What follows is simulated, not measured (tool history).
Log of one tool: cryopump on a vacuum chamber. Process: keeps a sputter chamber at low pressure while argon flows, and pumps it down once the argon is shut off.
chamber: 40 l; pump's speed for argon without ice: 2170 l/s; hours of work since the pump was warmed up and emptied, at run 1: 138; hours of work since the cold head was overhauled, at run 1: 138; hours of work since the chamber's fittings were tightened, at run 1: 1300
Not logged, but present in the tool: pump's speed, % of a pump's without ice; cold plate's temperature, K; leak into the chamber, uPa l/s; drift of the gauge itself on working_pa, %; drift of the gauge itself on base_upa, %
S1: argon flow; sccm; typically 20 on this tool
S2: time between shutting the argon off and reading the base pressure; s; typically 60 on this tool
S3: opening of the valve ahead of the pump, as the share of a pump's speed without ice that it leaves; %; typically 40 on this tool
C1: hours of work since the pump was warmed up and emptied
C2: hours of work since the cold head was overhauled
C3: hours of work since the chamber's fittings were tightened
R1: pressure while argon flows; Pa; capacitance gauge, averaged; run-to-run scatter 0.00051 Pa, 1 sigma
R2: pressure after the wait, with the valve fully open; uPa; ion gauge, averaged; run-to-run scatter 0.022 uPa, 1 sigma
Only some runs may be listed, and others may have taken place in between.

run,day,S1,S2,S3,C1,C2,C3,R1,R2
1,0,20,60,40,138,138,1300,0.0401,1.19
2,0.85,20,60,40,148,148,1309,0.0397,1.17
3,1.812,20,60,40,158,158,1320,0.0409,1.21
4,2.338,20,60,40,164,164,1325,0.0396,1.19
5,3.55,20,60,40,177,177,1339,0.04,1.19
6,4.633,20,60,40,189,189,1351,0.0399,1.16
7,5.646,15,50,42,200,200,1362,0.0284,1.34
8,6.338,31,60,35,208,208,1369,0.0714,1.27
9,6.9,31,60,35,214,214,1376,0.071,1.23
10,8.1,39,60,40,227,227,1389,0.0786,1.23

Run by run, hidden condition taken away, random variation retained:
run,R1,R2
1,0.0393,0.69
2,0.0388,0.68
3,0.0399,0.7
4,0.0386,0.68
5,0.0388,0.66
6,0.0387,0.65
7,0.0274,0.8
8,0.0694,0.72
9,0.0689,0.7
10,0.0757,0.68
